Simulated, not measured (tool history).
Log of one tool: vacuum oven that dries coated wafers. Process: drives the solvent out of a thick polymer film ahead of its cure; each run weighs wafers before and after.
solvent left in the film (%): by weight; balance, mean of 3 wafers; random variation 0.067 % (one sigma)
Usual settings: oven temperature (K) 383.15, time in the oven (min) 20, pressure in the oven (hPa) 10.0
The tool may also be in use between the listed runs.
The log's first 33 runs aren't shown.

run    hour  oven temperature (K)  time in the oven (min)  pressure in the oven (hPa)  solvent left in the film (%)
     2802.7  -- oven's thermocouples calibrated
 34  2922.6                383.15                      34                        16.6                          2.80
 35  3025.4                378.15                      12                        38.0                         12.00
 36  3117.7                378.15                      12                        38.0                         11.88
 37  3220.1                378.15                      12                        38.0                         11.75
 38  3340.0                378.15                      12                        38.0                         11.67
 39  3470.9                378.15                      12                        38.0                         11.81
 40  3584.4                383.15                      14                        10.0                          7.56
 41  3704.7                377.15                      32                        10.0                          5.01

Forecast each of these 4 alternatives for the next run:
  A  3783.5                372.15                      32                         7.0                             ?
  B  3783.5                374.15                      33                         5.0                             ?
  C  3783.5                389.15                      18                        35.6                             ?
  D  3783.5                383.15                      20                         6.7                             ?

run  solvent left in the film (%)
  A                          7.18
  B                          6.10
  C                          4.56
  D                          5.26
Without the tool's hidden state the same runs would have given:
run  solvent left in the film (%)
  A                          7.19
  B                          6.12
  C                          4.58
  D                          5.28
